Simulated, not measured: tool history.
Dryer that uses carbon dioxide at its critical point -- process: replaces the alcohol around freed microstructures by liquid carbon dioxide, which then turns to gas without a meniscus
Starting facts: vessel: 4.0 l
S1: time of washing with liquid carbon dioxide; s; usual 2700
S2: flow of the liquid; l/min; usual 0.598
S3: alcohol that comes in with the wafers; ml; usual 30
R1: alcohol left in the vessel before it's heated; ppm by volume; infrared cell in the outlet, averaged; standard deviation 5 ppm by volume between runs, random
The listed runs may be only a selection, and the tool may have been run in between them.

Run 1, day 0: usual settings. Result: R1 213 ppm by volume.
Run 2, day 1.317: usual settings. Result: R1 223 ppm by volume.
Run 3, day 2.221: usual settings. Result: R1 225 ppm by volume.
Run 4, day 3.717: usual settings. Result: R1 222 ppm by volume.
Run 5, day 5.196: usual settings but S3 111 ml. Result: R1 428 ppm by volume.
Run 6, day 6.767: usual settings but S3 111 ml. Result: R1 456 ppm by volume.
Run 7, day 8.4: usual settings. Result: R1 261 ppm by volume.
Run 8, day 9.662: usual settings. Result: R1 270 ppm by volume.
At day 11.112: inlet filter changed.
Run 9, day 11.296: usual settings but S3 108 ml. Result: R1 311 ppm by volume.
Run 10, day 12.438: usual settings. Result: R1 219 ppm by volume.
Run 11, day 13.662: usual settings. Result: R1 224 ppm by volume.
Run 12, day 14.583: usual settings. Result: R1 221 ppm by volume.
Run 13, day 15.808: usual settings. Result: R1 237 ppm by volume.
Run 14, day 16.75: usual settings. Result: R1 236 ppm by volume.
Run 15, day 18.033: usual settings. Result: R1 251 ppm by volume.
Run 16, day 19.079: usual settings but S1 1980 s. Result: R1 376 ppm by volume.
Run 17, day 20.146: usual settings. Result: R1 251 ppm by volume.
Run 18, day 21.133: usual settings. Result: R1 252 ppm by volume.
Run 19, day 22.283: usual settings. Result: R1 257 ppm by volume.
Run 20, day 23.238: usual settings. Result: R1 260 ppm by volume.
Run 21, day 24.412: usual settings. Result: R1 281 ppm by volume.
Run 22, day 25.175: usual settings but S1 3600 s. Result: R1 236 ppm by volume.
Run 23, day 26.392: usual settings but S1 3600 s. Result: R1 240 ppm by volume.
Run 24, day 27.758: usual settings but S1 2460 s. Result: R1 315 ppm by volume.
Run 25, day 29.129: usual settings but S1 3180 s, S2 0.929 l/min. Result: R1 236 ppm by volume.
At day 30.088: purifier's bed changed.
Run 26, day 30.646: usual settings but S1 3180 s, S2 0.498 l/min, S3 60 ml. Result: R1 144 ppm by volume.
Run 27, day 32.042: usual settings but S1 3180 s, S2 0.991 l/min, S3 27 ml. Result: R1 6 ppm by volume.

Expected results for the next run?
Run 28, day 32.733: usual settings but S1 3180 s, S2 0.991 l/min, S3 27 ml. Result: R1 ?.

{"run 28": {"R1": 8}}
Without the tool's hidden state the same run would have given R1 1 ppm by volume.
